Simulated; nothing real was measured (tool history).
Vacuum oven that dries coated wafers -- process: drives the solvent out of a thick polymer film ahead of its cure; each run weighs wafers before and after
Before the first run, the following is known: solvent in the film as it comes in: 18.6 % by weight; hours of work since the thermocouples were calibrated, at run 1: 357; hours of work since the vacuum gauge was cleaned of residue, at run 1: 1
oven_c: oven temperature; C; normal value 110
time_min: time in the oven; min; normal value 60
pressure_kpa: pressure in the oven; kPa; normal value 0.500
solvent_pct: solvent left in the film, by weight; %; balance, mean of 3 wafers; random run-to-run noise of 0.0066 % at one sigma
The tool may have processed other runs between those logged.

run,hour,oven_c,time_min,pressure_kpa,hours of work since the thermocouples were calibrated,hours of work since the vacuum gauge was cleaned of residue,solvent_pct
1,0.0,110,60,0.500,357,1,0.682
2,21.9,110,60,0.500,369,12,0.687
3,32.1,110,60,0.500,374,18,0.689
4,53.4,110,60,0.500,385,29,0.701
5,65.3,110,60,0.500,391,35,0.693
6,86.0,110,60,0.500,402,46,0.681
7,102.2,110,60,0.500,410,54,0.685
8,118.4,110,60,0.500,419,62,0.694
9,137.3,110,60,0.500,429,72,0.683
10,159.7,110,56,0.500,440,84,0.812
11,182.1,110,56,1.654,452,96,1.369
12,201.4,110,56,1.654,462,106,1.378
13,218.8,110,56,1.654,471,115,1.378
14,229.9,110,56,1.654,477,121,1.381
15,246.2,110,60,1.674,485,129,1.271
16,261.3,115,60,1.674,493,137,0.903
17,274.4,115,60,1.674,500,144,0.890
18,284.9,115,60,1.674,505,149,0.897
19,299.3,115,60,1.674,513,157,0.900
20,318.1,100,60,0.500,523,166,1.985
21,332.6,100,60,0.500,530,174,1.987
22,346.7,110,60,0.500,538,181,0.699
23,369.2,110,60,0.500,549,193,0.696
24,378.9,110,90,0.733,554,198,0.462
25,398.4,111,90,1.383,565,208,0.767
26,420.7,110,90,0.599,576,220,0.412
27,432.8,108,72,1.327,582,226,1.036
28,451.7,104,49,1.327,592,236,2.427
29,462.5,121,49,1.327,598,242,0.609
30,483.6,106,67,1.327,609,253,1.332
31,497.1,106,60,1.001,616,260,1.355
32,514.1,106,33,1.052,625,269,3.483
33,537.4,119,104,1.052,637,281,0.430
34,548.4,110,84,0.624,643,286,0.452
35,564.1,110,84,0.624,651,295,0.458
36,580.9,104,33,0.624,660,303,3.731
37,603.3,104,33,0.624,671,315,3.710
38,624.3,97,32,0.591,682,326,5.710

Forecast run 39:
39,644.1,97,32,0.591,693,336,?

{"run 39": {"solvent_pct": 5.725}}
Had the tool carried no hidden state, the very same run would have given solvent_pct 5.986 %.
